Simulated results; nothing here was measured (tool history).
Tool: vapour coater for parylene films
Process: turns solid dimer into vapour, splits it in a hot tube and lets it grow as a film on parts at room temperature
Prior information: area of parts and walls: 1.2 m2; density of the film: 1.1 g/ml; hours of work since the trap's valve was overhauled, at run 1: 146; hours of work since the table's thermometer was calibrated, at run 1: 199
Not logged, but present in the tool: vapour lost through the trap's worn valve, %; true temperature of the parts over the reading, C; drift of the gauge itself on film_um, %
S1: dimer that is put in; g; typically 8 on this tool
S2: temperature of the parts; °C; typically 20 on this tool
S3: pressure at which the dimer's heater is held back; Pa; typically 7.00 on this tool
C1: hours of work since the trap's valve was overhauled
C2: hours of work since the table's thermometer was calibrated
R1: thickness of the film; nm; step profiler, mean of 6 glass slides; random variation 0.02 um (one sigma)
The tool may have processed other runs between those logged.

run     day  S1  S2     S3   C1   C2    R1
  1   0.000   8  20   7.00  146  199  2640
  2   0.488   8  20   7.00  156  209  2600
  3   0.954   8  20   7.00  165  218  2590
  4   1.338   8  20   7.00  173  226  2610
  5   2.058   3  20   7.00  187  240   970
  6   2.721   8  20   7.00  200  254  2560
  7   3.308   8  20   7.00  212  265  2550
  8   3.946   8  20   7.00  225  278  2500
  9   4.612   8  20   7.00  238  291  2540
 10   5.092   8  20   7.00  248  301  2500
 11   5.675   8  20   7.00  259  313  2510
 12   6.129   8  20   7.00  269  322  2460
 13   6.733   8  20   7.00  281  334  2520
      7.092  -- trap's valve overhauled
 14   7.429   8  20   6.82    7  344  2730
 15   7.725   8  20   6.82   13  350  2710
 16   8.342   8  20   6.82   25  363  2700
 17   8.712   8  20   6.82   32  370  2710
 18   9.408   8  20   6.82   46  384  2710
 19   9.958   5  17   8.62   57  395  1750
 20  10.496   5  17   8.62   68  406  1750
 21  11.175   5  24   8.43   82  419  1440
 22  11.783   5  17   7.79   94  431  1750
 23  12.258  10  13   7.00  103  441  4010
 24  12.596  10  13   7.00  110  448  3920
 25  13.054  10  25   3.90  119  457  3180
 26  13.621  14  30   4.31  130  468  3790
 27  13.971  14  30   4.31  137  475  3780
 28  14.433   9  20   4.95  147  484  3080
 29  14.788   8  20  10.51  154  491  2460
 30  15.204   8  27   5.82  162  500  2220
 31  15.638   7  22   3.10  171  508  2440
 32  15.983   8  16   4.08  178  515  3120
 33  16.475  12  18   7.43  188  525  4010
 34  17.154   8  12   7.00  201  539  3150
 35  17.825   8  16   2.49  214  552  3310

Hidden state at the last listed run before each entry between runs and at the first one after, where it differs:
In the gap between runs 13 and 14: trap's valve overhauled (day 7.092)
  vapour lost through the trap's worn valve, %: 9.8 -> 0.4
  measured less the result without the state, R1: -290 -> -30 nm
